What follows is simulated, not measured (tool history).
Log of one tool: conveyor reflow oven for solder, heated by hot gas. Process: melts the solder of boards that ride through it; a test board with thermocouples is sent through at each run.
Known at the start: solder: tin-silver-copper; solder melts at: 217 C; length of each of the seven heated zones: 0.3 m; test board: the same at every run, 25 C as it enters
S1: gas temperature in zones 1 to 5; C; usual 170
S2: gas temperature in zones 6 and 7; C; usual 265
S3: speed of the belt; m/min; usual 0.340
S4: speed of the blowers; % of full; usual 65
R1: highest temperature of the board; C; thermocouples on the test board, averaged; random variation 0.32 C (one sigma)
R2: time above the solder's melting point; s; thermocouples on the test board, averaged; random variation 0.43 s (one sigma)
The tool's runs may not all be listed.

run    day   S1   S2     S3  S4     R1    R2
  1  0.000  170  265  0.340  65  244.3  67.3
  2  0.504  170  265  0.340  65  244.2  67.0
  3  1.000  170  265  0.340  65  244.9  66.6
  4  1.671  170  265  0.340  65  244.0  67.6
  5  2.292  170  265  0.340  65  244.5  67.2
  6  2.688  170  265  0.340  65  244.6  67.3
  7  3.304  170  265  0.340  65  244.3  67.0
  8  3.733  170  265  0.340  65  244.5  67.1
  9  4.071  162  274  0.298  69  257.0  89.9
 10  4.508  162  259  0.298  69  243.6  74.4
 11  4.883  170  265  0.340  88  250.8  76.9
 12  5.388  170  265  0.340  88  251.4  77.0
 13  5.992  170  265  0.340  88  251.1  76.7

Forecast each of these 4 alternatives for the next run:
  A  6.675  170  272  0.275  88   ?   ?
  B  6.675  164  265  0.340  81   ?   ?
  C  6.675  165  272  0.356  88   ?   ?
  D  6.675  170  262  0.340  76   ?   ?

run     R1     R2
  A  262.9  109.6
  B  248.5   70.8
  C  254.5   74.7
  D  245.3   70.0
Without the tool's hidden state the same runs would have given:
run     R1     R2
  A  262.5  108.1
  B  248.2   69.9
  C  254.3   73.8
  D  245.0   69.0

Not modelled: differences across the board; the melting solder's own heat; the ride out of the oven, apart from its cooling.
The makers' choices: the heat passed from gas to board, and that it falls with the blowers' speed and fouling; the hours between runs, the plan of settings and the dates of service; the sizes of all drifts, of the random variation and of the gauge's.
